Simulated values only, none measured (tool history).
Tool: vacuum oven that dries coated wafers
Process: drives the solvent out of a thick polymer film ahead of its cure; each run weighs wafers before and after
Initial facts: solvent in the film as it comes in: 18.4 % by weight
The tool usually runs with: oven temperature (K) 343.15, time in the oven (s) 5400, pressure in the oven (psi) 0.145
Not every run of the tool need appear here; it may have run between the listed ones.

run     day  oven temperature (K)  time in the oven (s)  pressure in the oven (psi)  solvent left in the film (%)
  1       0                343.15                  5400                       0.145                          1.32
  2   1.333                343.15                  2940                       0.145                          3.61
  3   2.371                343.15                  2940                       0.145                          3.63
  4   3.429                343.15                  2940                       0.145                          3.67
  5   5.196                343.15                  2940                       0.145                          3.65
  6   6.083                343.15                  4980                       0.145                           1.5
  7   7.721                343.15                  5400                       0.145                           1.5
  8   9.379                343.15                  5100                       0.145                           1.6
  9   11.15                343.15                  5400                       0.145                          1.56
 10  12.446                343.15                  5400                       0.145                          1.43
 11  14.029                343.15                  5400                       0.145                          1.47
 12  14.817                343.15                  5400                       0.145                          1.59
 13  15.825                343.15                  5400                       0.145                          1.58
 14  17.708                343.15                  5400                       0.241                          1.84
 15  19.004                343.15                  5400                        0.19                          1.73
 16  20.721                343.15                  5400                        0.19                          1.64
 17  22.058                343.15                  7020                       0.145                          1.09
 18  23.067                343.15                  5580                       0.145                          1.61
 19  24.796                343.15                  5580                       0.145                           1.5
 20  25.983                343.15                  5400                       0.145                          1.58
 21  27.188                343.15                  5400                       0.145                          1.65
 22  28.617                343.15                  5400                       0.145                          1.65
 23  30.146                343.15                  5460                       0.145                          1.57
 24  31.425                343.15                  5460                       0.145                           1.6
 25  32.771                343.15                  5460                       0.145                          1.62
     32.988  -- oven's thermocouples calibrated
 26  33.925                343.15                  5460                       0.145                          1.79
 27  35.829                343.15                  5460                       0.145                          1.77
 28  36.804                343.15                  6960                       0.177                          1.46
     38.367  -- oven's thermocouples calibrated, once more
 29  38.625                330.15                  3480                       0.154                          6.71
 30  39.475                356.15                  3840                       0.264                          0.92
 31  40.725                356.15                  3840                       0.091                          0.48
 32  41.946                350.15                  3120                       0.344                          2.22
 33    43.1                336.15                  5400                       0.104                          2.65
 34  44.204                353.15                  5820                       0.293                          0.88
 35  45.458                343.15                  3120                        0.12                          3.18
 36    46.5                342.15                  4980                        0.12                          1.73
 37  47.942                342.15                  4980                        0.12                           1.8
 38  49.292                356.15                  2820                       0.213                          1.19
 39  50.333                334.15                  3120                       0.213                          6.46
 40  51.308                343.15                  5400                        0.22                          1.74
 41  52.933                343.15                  8040                       0.145                           0.9
 42  53.992                343.15                  8040                       0.145                          0.92
 43  55.558                343.15                  8040                       0.145                          1.06
 44  56.733                348.15                  8040                       0.183                          0.84
 45  57.779                334.15                  4200                       0.145                          4.62
 46  59.654                334.15                  4200                       0.165                          4.74

3 options for the next run, each taken on its own from the tool as it stands now. Forecast them:
     60.262  -- vacuum gauge cleaned of residue and calibrated
  A  61.267                357.15                  3480                       0.357                             ?
     60.262  -- vacuum gauge cleaned of residue and calibrated
  B  61.267                343.15                  3600                       0.145                             ?
     60.262  -- vacuum gauge cleaned of residue and calibrated
  C  61.267                338.15                  3900                       0.505                             ?

run  solvent left in the film (%)
  A                          0.95
  B                          2.58
  C                          4.96
Without the tool's unlogged condition, the same runs would have read:
run  solvent left in the film (%)
  A                          0.88
  B                          2.39
  C                           4.7
